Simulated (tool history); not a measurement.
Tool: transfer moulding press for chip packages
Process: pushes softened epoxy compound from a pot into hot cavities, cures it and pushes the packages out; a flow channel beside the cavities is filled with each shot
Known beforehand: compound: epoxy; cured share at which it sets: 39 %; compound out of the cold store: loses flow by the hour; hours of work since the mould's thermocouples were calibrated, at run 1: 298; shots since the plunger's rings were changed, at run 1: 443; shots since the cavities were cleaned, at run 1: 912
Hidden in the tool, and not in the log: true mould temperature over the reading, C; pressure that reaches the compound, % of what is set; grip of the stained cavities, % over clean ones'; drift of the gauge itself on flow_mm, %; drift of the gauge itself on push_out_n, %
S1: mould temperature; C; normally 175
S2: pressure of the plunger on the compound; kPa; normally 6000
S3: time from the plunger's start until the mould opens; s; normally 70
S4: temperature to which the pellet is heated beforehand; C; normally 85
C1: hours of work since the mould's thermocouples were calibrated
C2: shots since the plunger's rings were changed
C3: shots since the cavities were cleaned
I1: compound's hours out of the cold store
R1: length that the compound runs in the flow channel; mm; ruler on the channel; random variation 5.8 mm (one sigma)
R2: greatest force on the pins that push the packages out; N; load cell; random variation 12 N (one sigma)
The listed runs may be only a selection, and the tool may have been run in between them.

run 1 day=0 | S1=175 S2=6000 S3=70 S4=85 | C1=298 C2=443 C3=912 | I1=14.9 | R1=636 R2=1015
-- day=0.3 cavities cleaned with cleaning compound and waxed
run 2 day=1.562 | S1=175 S2=6000 S3=70 S4=85 | C1=326 C2=1102 C3=554 | I1=25.4 | R1=608 R2=889
-- day=2.667 cavities cleaned with cleaning compound and waxed
run 3 day=3.904 | S1=175 S2=6000 S3=70 S4=85 | C1=369 C2=2104 C3=544 | I1=22.1 | R1=615 R2=899
-- day=4.979 cavities cleaned with cleaning compound and waxed
run 4 day=5.738 | S1=175 S2=6000 S3=70 S4=85 | C1=402 C2=2881 C3=334 | I1=16.2 | R1=618 R2=800
-- day=7.358 cavities cleaned with cleaning compound and waxed
run 5 day=7.583 | S1=175 S2=6000 S3=70 S4=85 | C1=435 C2=3664 C3=98 | I1=23.3 | R1=601 R2=667
-- day=8.583 plunger's sealing rings changed
-- day=9.788 cavities cleaned with cleaning compound and waxed
run 6 day=9.95 | S1=175 S2=6000 S3=70 S4=85 | C1=477 C2=573 C3=70 | I1=26.8 | R1=629 R2=639
-- day=12.096 cavities cleaned with cleaning compound and waxed
run 7 day=12.55 | S1=175 S2=6000 S3=70 S4=85 | C1=524 C2=1687 C3=199 | I1=43.5 | R1=591 R2=658
-- day=14.438 cavities cleaned with cleaning compound and waxed
run 8 day=15.071 | S1=175 S2=6000 S3=70 S4=85 | C1=570 C2=2767 C3=277 | I1=43.7 | R1=583 R2=726
-- day=16.692 cavities cleaned with cleaning compound and waxed
-- day=16.971 mould's thermocouples calibrated
run 9 day=17.325 | S1=175 S2=5530 S3=70 S4=85 | C1=7 C2=3693 C3=241 | I1=28.4 | R1=570 R2=790
-- day=18.233 plunger's sealing rings changed
-- day=19.233 cavities cleaned with cleaning compound and waxed
run 10 day=20.175 | S1=175 S2=6000 S3=70 S4=92 | C1=57 C2=825 C3=413 | I1=32.7 | R1=613 R2=823
-- day=21.592 cavities cleaned with cleaning compound and waxed
run 11 day=21.725 | S1=175 S2=6000 S3=70 S4=92 | C1=85 C2=1478 C3=58 | I1=41.5 | R1=604 R2=612
-- day=23.908 cavities cleaned with cleaning compound and waxed
run 12 day=24.7 | S1=175 S2=6000 S3=70 S4=92 | C1=140 C2=2758 C3=348 | I1=43.5 | R1=598 R2=802
-- day=26.154 cavities cleaned with cleaning compound and waxed
-- day=27.817 plunger's sealing rings changed
run 13 day=27.988 | S1=178 S2=6000 S3=70 S4=85 | C1=198 C2=74 C3=760 | I1=22.5 | R1=622 R2=823
-- day=28.588 cavities cleaned with cleaning compound and waxed
run 14 day=30.296 | S1=178 S2=6910 S3=70 S4=94 | C1=240 C2=1061 C3=751 | I1=22 | R1=664 R2=775
-- day=31.004 cavities cleaned with cleaning compound and waxed
run 15 day=32.9 | S1=178 S2=6910 S3=70 S4=94 | C1=288 C2=2177 C3=833 | I1=12.8 | R1=659 R2=812
-- day=33.225 cavities cleaned with cleaning compound and waxed
-- day=35.504 cavities cleaned with cleaning compound and waxed
run 16 day=36.142 | S1=175 S2=6000 S3=53 S4=85 | C1=347 C2=3546 C3=280 | I1=23.5 | R1=609 R2=1710
-- day=37.45 plunger's sealing rings changed
-- day=37.979 cavities cleaned with cleaning compound and waxed
run 17 day=38.512 | S1=175 S2=7030 S3=53 S4=93 | C1=388 C2=438 C3=233 | I1=12.7 | R1=694 R2=1506
-- day=40.308 cavities cleaned with cleaning compound and waxed
run 18 day=40.675 | S1=180 S2=4760 S3=53 S4=94 | C1=427 C2=1361 C3=160 | I1=18.1 | R1=554 R2=1090
-- day=42.654 cavities cleaned with cleaning compound and waxed
run 19 day=43.467 | S1=180 S2=4760 S3=53 S4=94 | C1=479 C2=2560 C3=357 | I1=34.4 | R1=526 R2=1150
-- day=44.871 cavities cleaned with cleaning compound and waxed
run 20 day=44.871 | S1=180 S2=6070 S3=53 S4=94 | C1=504 C2=3150 C3=0 | I1=47.3 | R1=574 R2=861
run 21 day=46.354 | S1=180 S2=6070 S3=53 S4=94 | C1=532 C2=3801 C3=651 | I1=44.8 | R1=580 R2=1325

3 options for the next run, each taken on its own from the tool as it stands now. Forecast them:
-- day=47.062 plunger's sealing rings changed
-- day=47.254 cavities cleaned with cleaning compound and waxed
run A day=48.654 | S1=182 S2=6000 S3=70 S4=83 | C1=572 C2=672 C3=615 | I1=47 | R1=? R2=?
-- day=47.062 plunger's sealing rings changed
-- day=47.254 cavities cleaned with cleaning compound and waxed
run B day=48.654 | S1=178 S2=6000 S3=66 S4=82 | C1=572 C2=672 C3=615 | I1=11.6 | R1=? R2=?
-- day=47.062 plunger's sealing rings changed
-- day=47.254 cavities cleaned with cleaning compound and waxed
run C day=48.654 | S1=180 S2=5850 S3=53 S4=94 | C1=572 C2=672 C3=615 | I1=12.8 | R1=? R2=?

run=A R1=573 R2=610
run=B R1=626 R2=935
run=C R1=609 R2=1480
The same runs, with their run-to-run variation unchanged, on a tool lacking any hidden condition would have given:
run=A R1=580 R2=391
run=B R1=633 R2=609
run=C R1=616 R2=960

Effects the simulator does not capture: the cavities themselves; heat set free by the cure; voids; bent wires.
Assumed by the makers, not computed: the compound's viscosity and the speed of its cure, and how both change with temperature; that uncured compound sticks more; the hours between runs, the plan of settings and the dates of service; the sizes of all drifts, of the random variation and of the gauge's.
